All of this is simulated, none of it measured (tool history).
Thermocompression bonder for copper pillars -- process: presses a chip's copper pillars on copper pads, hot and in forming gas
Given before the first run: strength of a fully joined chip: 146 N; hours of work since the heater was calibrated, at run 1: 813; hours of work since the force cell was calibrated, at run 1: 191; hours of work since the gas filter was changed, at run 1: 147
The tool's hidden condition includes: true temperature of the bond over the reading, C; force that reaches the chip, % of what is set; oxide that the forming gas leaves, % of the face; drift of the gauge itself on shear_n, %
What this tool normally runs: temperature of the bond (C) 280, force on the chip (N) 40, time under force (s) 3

run	day	temperature of the bond (C)	force on the chip (N)	time under force (s)	hours of work since the heater was calibrated	hours of work since the force cell was calibrated	hours of work since the gas filter was changed	force that shears a chip off (N)
1	0.000	280	40	3	813	191	147	97.0
# day 1.954: forming gas filter changed
2	1.992	280	40	3	847	225	1	102.9
3	3.771	280	40	5	878	256	31	114.6
4	5.338	280	40	5	905	283	59	115.4
5	7.367	280	40	5	940	318	94	112.7
6	9.492	262	40	3	977	355	131	76.5
# day 12.371: forming gas filter changed
7	12.562	280	40	3	1030	408	3	101.6
8	14.925	280	40	3	1071	449	44	100.8
9	17.458	280	40	3	1115	493	88	99.8
# day 19.242: heater calibrated with a thermocouple chip
10	19.379	280	40	3	2	525	120	103.2
11	21.704	280	40	3	43	565	160	102.2
# day 22.779: forming gas filter changed
12	23.479	280	40	3	73	595	12	108.3
13	25.750	261	40	3	112	635	51	87.4
14	28.175	261	40	3	154	677	94	83.5
15	29.571	261	40	3	179	701	118	84.6
16	31.583	261	40	3	213	736	153	81.0
17	33.008	261	40	3	238	760	177	80.6
# day 33.229: forming gas filter changed
18	35.729	280	40	7	285	807	43	124.0
19	38.362	280	40	2	331	853	89	93.0
20	40.850	280	40	2	374	896	132	92.3
21	42.925	275	31	2	410	932	168	68.2
# day 43.592: forming gas filter changed
22	45.092	280	40	3	447	969	26	105.2
23	46.654	280	40	3	474	996	53	105.7
24	48.338	297	50	3	503	1025	82	127.7
25	49.846	297	50	3	529	1051	108	124.2
26	51.358	297	50	3	555	1078	135	124.2
# day 53.942: forming gas filter changed
27	53.942	297	50	3	600	1122	0	133.4
28	55.621	307	41	3	629	1151	29	130.4
29	57.912	278	53	2	668	1191	69	111.7
30	59.900	253	39	2	703	1225	103	62.9
31	61.900	264	55	2	738	1260	138	93.9
# day 64.221: forming gas filter changed
32	64.221	264	30	3	777	1300	0	71.3
33	65.925	253	30	3	807	1329	30	58.8
34	67.592	253	30	2	836	1358	58	49.1
35	70.517	286	25	3	886	1409	109	77.3
# day 72.175: force cell calibrated
36	72.354	303	25	3	917	3	140	85.4
# day 74.704: forming gas filter changed
37	75.358	262	32	4	969	55	11	73.6
38	77.567	289	46	4	1007	93	50	118.2

Below, some changes in force that shears a chip off (N) between adjacent runs. For each, the amount present without the hidden state too (settings, incoming material, random variation) and the amount remaining for the hidden state with gauge scatter not shared by both compared results:
Run 11 -> 12: forming gas filter changed. force that shears a chip off (N) +6.1: hidden state +7.7, all else -1.6.
Run 17 -> 18: temperature of the bond (C) 261 -> 280, time under force (s) 3 -> 7, forming gas filter changed. force that shears a chip off (N) +43.4: hidden state +4.5, all else +38.9.
Run 26 -> 27: forming gas filter changed. force that shears a chip off (N) +9.2: hidden state +8.4, all else +0.8.
Run 29 -> 30: temperature of the bond (C) 278 -> 253, force on the chip (N) 53 -> 39. force that shears a chip off (N) -48.8: hidden state -0.3, all else -48.5.
Run 35 -> 36: temperature of the bond (C) 286 -> 303, force cell calibrated. force that shears a chip off (N) +8.1: hidden state -8.0, all else +16.1.
Run 37 -> 38: temperature of the bond (C) 262 -> 289, force on the chip (N) 32 -> 46. force that shears a chip off (N) +44.6: hidden state +0.3, all else +44.3.
